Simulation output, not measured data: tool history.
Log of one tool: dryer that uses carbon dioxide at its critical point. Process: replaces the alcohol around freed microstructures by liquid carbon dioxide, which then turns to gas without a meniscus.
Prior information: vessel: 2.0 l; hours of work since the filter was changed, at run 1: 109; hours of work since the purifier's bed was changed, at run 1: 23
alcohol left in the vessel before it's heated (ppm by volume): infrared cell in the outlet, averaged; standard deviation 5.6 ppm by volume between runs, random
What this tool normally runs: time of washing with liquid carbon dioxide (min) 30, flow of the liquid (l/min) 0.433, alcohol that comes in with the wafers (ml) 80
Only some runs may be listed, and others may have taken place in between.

run	hour	time of washing with liquid carbon dioxide (min)	flow of the liquid (l/min)	alcohol that comes in with the wafers (ml)	hours of work since the filter was changed	hours of work since the purifier's bed was changed	alcohol left in the vessel before it's heated (ppm by volume)
1	0	30	0.433	80	109	23	181
2	64.4	30	0.433	80	139	53	198
3	124.8	30	0.433	80	167	81	202
4	160.8	30	0.433	80	184	98	210
5	222.6	30	0.433	80	212	127	216
6	279.8	30	0.433	80	239	153	238
7	316.8	30	0.433	80	256	170	233
8	379.4	30	0.433	80	285	200	230
9	429.7	25	0.44	80	309	223	514
10	498.1	43	0.452	43	341	255	40
11	535.4	43	0.452	43	358	272	46
12	564	27	0.296	34	371	285	755
13	600.3	47	0.262	33	388	302	172

5 ways to go on from here, each from the tool as it stands after run 13. What would each give?
A	635	21	0.38	115	404	318	?
B	635	40	0.531	33	404	318	?
C	635	47	0.311	36	404	318	?
D	635	23	0.395	70	404	318	?
E	635	37	0.706	80	404	318	?

run	alcohol left in the vessel before it's heated (ppm by volume)
A	2494
B	45
C	104
D	1028
E	46
Stripped of hidden state, with their random variation kept, the same runs would have yielded:
run	alcohol left in the vessel before it's heated (ppm by volume)
A	1914
B	7
C	47
D	746
E	8

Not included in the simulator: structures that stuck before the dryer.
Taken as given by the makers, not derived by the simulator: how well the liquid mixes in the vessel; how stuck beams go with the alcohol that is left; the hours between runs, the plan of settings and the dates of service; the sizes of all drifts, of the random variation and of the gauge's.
